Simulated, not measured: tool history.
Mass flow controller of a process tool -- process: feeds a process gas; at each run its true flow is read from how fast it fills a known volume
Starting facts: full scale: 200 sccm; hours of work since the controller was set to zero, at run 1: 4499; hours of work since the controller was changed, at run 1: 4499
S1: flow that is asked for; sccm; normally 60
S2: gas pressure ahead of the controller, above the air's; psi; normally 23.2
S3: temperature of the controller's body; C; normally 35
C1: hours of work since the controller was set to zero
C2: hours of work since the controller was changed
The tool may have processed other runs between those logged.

Run 1, hour 0: usual settings; C1 4499; C2 4499. Result: true flow (%) 98.6.
Run 2, hour 204.2: usual settings; C1 4571; C2 4571. Result: true flow (%) 98.54.
Run 3, hour 339.3: usual settings; C1 4618; C2 4618. Result: true flow (%) 98.62.
Run 4, hour 477: usual settings but S3 32 C; C1 4667; C2 4667. Result: true flow (%) 98.36.
Run 5, hour 617.6: usual settings but S2 33.6 psi; C1 4717; C2 4717. Result: true flow (%) 98.99.
Run 6, hour 796.7: usual settings but S2 33.6 psi; C1 4780; C2 4780. Result: true flow (%) 99.05.
Run 7, hour 962.2: usual settings but S3 23 C; C1 4838; C2 4838. Result: true flow (%) 97.79.
Run 8, hour 1145.6: usual settings but S3 23 C; C1 4903; C2 4903. Result: true flow (%) 97.76.
Run 9, hour 1258.9: usual settings but S3 28 C; C1 4943; C2 4943. Result: true flow (%) 98.18.
Run 10, hour 1405.3: usual settings but S3 28 C; C1 4994; C2 4994. Result: true flow (%) 98.32.
Run 11, hour 1496.8: usual settings but S3 28 C; C1 5027; C2 5027. Result: true flow (%) 98.32.
Run 12, hour 1593.2: usual settings but S1 34 sccm; C1 5061; C2 5061. Result: true flow (%) 98.52.
Run 13, hour 1701.3: usual settings but S3 36 C; C1 5099; C2 5099. Result: true flow (%) 99.18.
Run 14, hour 1879.3: usual settings but S3 36 C; C1 5162; C2 5162. Result: true flow (%) 99.03.
Run 15, hour 1966: usual settings but S3 36 C; C1 5192; C2 5192. Result: true flow (%) 99.09.
Run 16, hour 2129.7: usual settings but S2 32.6 psi, S3 23 C; C1 5250; C2 5250. Result: true flow (%) 98.5.
Run 17, hour 2326.6: usual settings but S1 99 sccm, S2 39.2 psi, S3 31 C; C1 5319; C2 5319. Result: true flow (%) 100.1.
Run 18, hour 2484.9: usual settings but S1 87 sccm, S2 40.2 psi, S3 32 C; C1 5375; C2 5375. Result: true flow (%) 99.99.
Run 19, hour 2665: usual settings but S1 35 sccm, S2 38.4 psi, S3 30 C; C1 5439; C2 5439. Result: true flow (%) 98.99.
Run 20, hour 2750.5: usual settings but S1 35 sccm, S2 38.4 psi, S3 30 C; C1 5469; C2 5469. Result: true flow (%) 99.16.
Run 21, hour 2903: usual settings but S1 54 sccm, S3 34 C; C1 5523; C2 5523. Result: true flow (%) 99.09.
Run 22, hour 3036.1: usual settings but S1 54 sccm, S2 29.3 psi, S3 39 C; C1 5570; C2 5570. Result: true flow (%) 99.79.
Run 23, hour 3184.9: usual settings but S1 47 sccm, S2 33.4 psi, S3 39 C; C1 5622; C2 5622. Result: true flow (%) 100.
Run 24, hour 3332.5: usual settings but S1 47 sccm, S2 33.4 psi, S3 39 C; C1 5674; C2 5674. Result: true flow (%) 99.84.
Run 25, hour 3426.3: usual settings but S1 47 sccm, S2 33.4 psi, S3 39 C; C1 5707; C2 5707. Result: true flow (%) 100.
Run 26, hour 3548.1: usual settings but S2 23.9 psi, S3 26 C; C1 5750; C2 5750. Result: true flow (%) 98.56.
Run 27, hour 3630.6: usual settings but S2 33.1 psi, S3 32 C; C1 5779; C2 5779. Result: true flow (%) 99.56.

5 options for the next run, each taken on its own from the tool as it stands now. Forecast them:
Run A, hour 3745.8: usual settings but S1 25 sccm, S2 26.3 psi, S3 25 C; C1 5820; C2 5820. Result: true flow (%) ?.
Run B, hour 3745.8: usual settings but S1 55 sccm, S2 23.5 psi, S3 39 C; C1 5820; C2 5820. Result: true flow (%) ?.
Run C, hour 3745.8: usual settings but S1 31 sccm, S2 23.1 psi, S3 39 C; C1 5820; C2 5820. Result: true flow (%) ?.
Run D, hour 3745.8: usual settings but S1 81 sccm, S2 26.5 psi, S3 30 C; C1 5820; C2 5820. Result: true flow (%) ?.
Run E, hour 3745.8: usual settings but S1 112 sccm, S2 32.2 psi, S3 25 C; C1 5820; C2 5820. Result: true flow (%) ?.

run  true flow (%)
  A          98.14
  B          99.87
  C          99.41
  D          99.52
  E          99.88
With the hidden condition removed and each run's random variation left untouched, the same runs would have given:
run  true flow (%)
  A          97.18
  B          98.88
  C          98.43
  D          98.53
  E          98.88

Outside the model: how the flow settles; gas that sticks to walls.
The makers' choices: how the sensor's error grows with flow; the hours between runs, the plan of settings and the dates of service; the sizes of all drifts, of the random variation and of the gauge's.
